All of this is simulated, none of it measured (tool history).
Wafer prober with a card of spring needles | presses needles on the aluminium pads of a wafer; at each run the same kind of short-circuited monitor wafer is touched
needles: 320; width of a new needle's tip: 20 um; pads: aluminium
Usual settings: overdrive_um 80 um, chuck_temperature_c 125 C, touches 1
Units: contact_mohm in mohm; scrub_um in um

{"run": 1, "hour": 0.0, "overdrive_um": 80, "chuck_temperature_c": 125, "touches": 1, "contact_mohm": 273, "scrub_um": 16.4}
{"hour": 27.3, "done": "tips cleaned on abrasive film"}
{"run": 2, "hour": 59.2, "overdrive_um": 80, "chuck_temperature_c": 125, "touches": 1, "contact_mohm": 289, "scrub_um": 16.25}
{"hour": 74.4, "done": "tips cleaned on abrasive film"}
{"hour": 120.0, "done": "tips cleaned on abrasive film"}
{"run": 3, "hour": 121.0, "overdrive_um": 80, "chuck_temperature_c": 125, "touches": 1, "contact_mohm": 236, "scrub_um": 16.36}
{"hour": 165.7, "done": "tips cleaned on abrasive film"}
{"run": 4, "hour": 186.0, "overdrive_um": 60, "chuck_temperature_c": 125, "touches": 1, "contact_mohm": 320, "scrub_um": 12.15}
{"hour": 214.2, "done": "tips cleaned on abrasive film"}
{"run": 5, "hour": 239.3, "overdrive_um": 60, "chuck_temperature_c": 125, "touches": 1, "contact_mohm": 317, "scrub_um": 12.07}
{"hour": 258.4, "done": "tips cleaned on abrasive film"}
{"run": 6, "hour": 287.0, "overdrive_um": 80, "chuck_temperature_c": 34, "touches": 1, "contact_mohm": 275, "scrub_um": 16.23}
{"hour": 302.3, "done": "tips cleaned on abrasive film"}
{"run": 7, "hour": 337.6, "overdrive_um": 80, "chuck_temperature_c": 125, "touches": 2, "contact_mohm": 266, "scrub_um": 16.24}
{"hour": 345.8, "done": "tips cleaned on abrasive film"}
{"hour": 391.7, "done": "tips cleaned on abrasive film"}
{"run": 8, "hour": 396.8, "overdrive_um": 80, "chuck_temperature_c": 125, "touches": 2, "contact_mohm": 245, "scrub_um": 16.18}
{"hour": 434.5, "done": "tips cleaned on abrasive film"}
{"run": 9, "hour": 469.6, "overdrive_um": 80, "chuck_temperature_c": 125, "touches": 2, "contact_mohm": 267, "scrub_um": 16.15}
{"hour": 478.8, "done": "tips cleaned on abrasive film"}
{"run": 10, "hour": 518.3, "overdrive_um": 80, "chuck_temperature_c": 125, "touches": 2, "contact_mohm": 272, "scrub_um": 16.12}
{"hour": 522.6, "done": "tips cleaned on abrasive film"}
{"run": 11, "hour": 562.2, "overdrive_um": 80, "chuck_temperature_c": 74, "touches": 1, "contact_mohm": 293, "scrub_um": 16.22}
{"hour": 567.1, "done": "tips cleaned on abrasive film"}
{"hour": 610.6, "done": "tips cleaned on abrasive film"}
{"run": 12, "hour": 615.9, "overdrive_um": 79, "chuck_temperature_c": 125, "touches": 1, "contact_mohm": 250, "scrub_um": 15.93}
{"hour": 654.3, "done": "tips cleaned on abrasive film"}
{"run": 13, "hour": 683.0, "overdrive_um": 79, "chuck_temperature_c": 125, "touches": 1, "contact_mohm": 292, "scrub_um": 15.85}
{"hour": 703.3, "done": "tips cleaned on abrasive film"}
{"run": 14, "hour": 733.7, "overdrive_um": 80, "chuck_temperature_c": 125, "touches": 1, "contact_mohm": 295, "scrub_um": 16.14}
{"hour": 745.7, "done": "tips cleaned on abrasive film"}
{"hour": 788.6, "done": "tips cleaned on abrasive film"}
{"run": 15, "hour": 788.7, "overdrive_um": 64, "chuck_temperature_c": 125, "touches": 1, "contact_mohm": 246, "scrub_um": 12.75}
{"run": 16, "hour": 822.6, "overdrive_um": 80, "chuck_temperature_c": 38, "touches": 1, "contact_mohm": 286, "scrub_um": 16.14}
{"hour": 834.1, "done": "tips cleaned on abrasive film"}
{"hour": 878.2, "done": "tips cleaned on abrasive film"}
{"run": 17, "hour": 893.3, "overdrive_um": 80, "chuck_temperature_c": 38, "touches": 1, "contact_mohm": 260, "scrub_um": 16.09}
{"hour": 923.5, "done": "tips cleaned on abrasive film"}
{"run": 18, "hour": 943.7, "overdrive_um": 80, "chuck_temperature_c": 38, "touches": 1, "contact_mohm": 255, "scrub_um": 16.04}
{"hour": 966.0, "done": "tips cleaned on abrasive film"}
{"hour": 1008.9, "done": "tips cleaned on abrasive film"}
{"run": 19, "hour": 1025.4, "overdrive_um": 77, "chuck_temperature_c": 35, "touches": 1, "contact_mohm": 263, "scrub_um": 15.32}
{"hour": 1052.5, "done": "tips cleaned on abrasive film"}
{"hour": 1082.9, "done": "height of the first contact set anew"}
{"run": 20, "hour": 1088.1, "overdrive_um": 97, "chuck_temperature_c": 125, "touches": 3, "contact_mohm": 245, "scrub_um": 20.09}
{"hour": 1095.3, "done": "tips cleaned on abrasive film"}
{"hour": 1139.6, "done": "tips cleaned on abrasive film"}
{"run": 21, "hour": 1151.9, "overdrive_um": 99, "chuck_temperature_c": 125, "touches": 3, "contact_mohm": 240, "scrub_um": 20.45}
{"hour": 1183.7, "done": "tips cleaned on abrasive film"}
{"run": 22, "hour": 1192.5, "overdrive_um": 99, "chuck_temperature_c": 125, "touches": 3, "contact_mohm": 237, "scrub_um": 20.34}
{"hour": 1225.4, "done": "tips cleaned on abrasive film"}
{"run": 23, "hour": 1253.5, "overdrive_um": 99, "chuck_temperature_c": 42, "touches": 3, "contact_mohm": 227, "scrub_um": 20.42}
{"hour": 1267.1, "done": "tips cleaned on abrasive film"}
{"hour": 1314.2, "done": "tips cleaned on abrasive film"}
{"run": 24, "hour": 1331.4, "overdrive_um": 85, "chuck_temperature_c": 114, "touches": 3, "contact_mohm": 239, "scrub_um": 17.39}
{"hour": 1360.6, "done": "tips cleaned on abrasive film"}
{"run": 25, "hour": 1376.0, "overdrive_um": 85, "chuck_temperature_c": 41, "touches": 3, "contact_mohm": 222, "scrub_um": 17.37}
{"hour": 1404.7, "done": "tips cleaned on abrasive film"}
{"run": 26, "hour": 1436.0, "overdrive_um": 63, "chuck_temperature_c": 118, "touches": 1, "contact_mohm": 320, "scrub_um": 12.87}
{"hour": 1451.2, "done": "tips cleaned on abrasive film"}
{"hour": 1493.0, "done": "tips cleaned on abrasive film"}
{"run": 27, "hour": 1502.0, "overdrive_um": 75, "chuck_temperature_c": 29, "touches": 1, "contact_mohm": 242, "scrub_um": 15.26}
{"hour": 1536.3, "done": "tips cleaned on abrasive film"}
{"hour": 1582.5, "done": "tips cleaned on abrasive film"}
{"run": 28, "hour": 1583.8, "overdrive_um": 85, "chuck_temperature_c": 29, "touches": 1, "contact_mohm": 223, "scrub_um": 17.32}
{"hour": 1625.7, "done": "tips cleaned on abrasive film"}
{"run": 29, "hour": 1648.3, "overdrive_um": 98, "chuck_temperature_c": 67, "touches": 1, "contact_mohm": 253, "scrub_um": 20.03}
{"hour": 1669.8, "done": "tips cleaned on abrasive film"}
{"hour": 1713.8, "done": "tips cleaned on abrasive film"}
{"run": 30, "hour": 1716.1, "overdrive_um": 71, "chuck_temperature_c": 32, "touches": 2, "contact_mohm": 221, "scrub_um": 14.33}
{"hour": 1756.3, "done": "tips cleaned on abrasive film"}
{"run": 31, "hour": 1775.2, "overdrive_um": 75, "chuck_temperature_c": 28, "touches": 2, "contact_mohm": 245, "scrub_um": 15.22}

Measured less the same run without the tool's hidden state. The same run-to-run variation is in both; the gauge's scatter may not be:
The hidden state here: debris on the tips, nm; way that the needles fall short of the set height, um; tips' diameter, um; drift of the gauge itself on contact_mohm, %; drift of the gauge itself on scrub_um, %.
run=1 contact_mohm=+40 scrub_um=-0.16
run=2 contact_mohm=+58 scrub_um=-0.18
run=3 contact_mohm=+6 scrub_um=-0.21
run=4 contact_mohm=+79 scrub_um=-0.23
run=5 contact_mohm=+84 scrub_um=-0.25
run=6 contact_mohm=+65 scrub_um=-0.27
run=7 contact_mohm=+37 scrub_um=-0.28
run=8 contact_mohm=+11 scrub_um=-0.32
run=9 contact_mohm=+38 scrub_um=-0.33
run=10 contact_mohm=+40 scrub_um=-0.34
run=11 contact_mohm=+73 scrub_um=-0.36
run=12 contact_mohm=+23 scrub_um=-0.39
run=13 contact_mohm=+60 scrub_um=-0.4
run=14 contact_mohm=+61 scrub_um=-0.43
run=15 contact_mohm=+14 scrub_um=-0.46
run=16 contact_mohm=+74 scrub_um=-0.46
run=17 contact_mohm=+47 scrub_um=-0.5
run=18 contact_mohm=+48 scrub_um=-0.5
run=19 contact_mohm=+53 scrub_um=-0.54
run=20 contact_mohm=+16 scrub_um=+0
run=21 contact_mohm=+9 scrub_um=-0.03
run=22 contact_mohm=+7 scrub_um=-0.05
run=23 contact_mohm=+16 scrub_um=-0.07
run=24 contact_mohm=+15 scrub_um=-0.11
run=25 contact_mohm=+14 scrub_um=-0.11
run=26 contact_mohm=+89 scrub_um=-0.13
run=27 contact_mohm=+34 scrub_um=-0.16
run=28 contact_mohm=+12 scrub_um=-0.19
run=29 contact_mohm=+39 scrub_um=-0.21
run=30 contact_mohm=+11 scrub_um=-0.25
run=31 contact_mohm=+35 scrub_um=-0.26

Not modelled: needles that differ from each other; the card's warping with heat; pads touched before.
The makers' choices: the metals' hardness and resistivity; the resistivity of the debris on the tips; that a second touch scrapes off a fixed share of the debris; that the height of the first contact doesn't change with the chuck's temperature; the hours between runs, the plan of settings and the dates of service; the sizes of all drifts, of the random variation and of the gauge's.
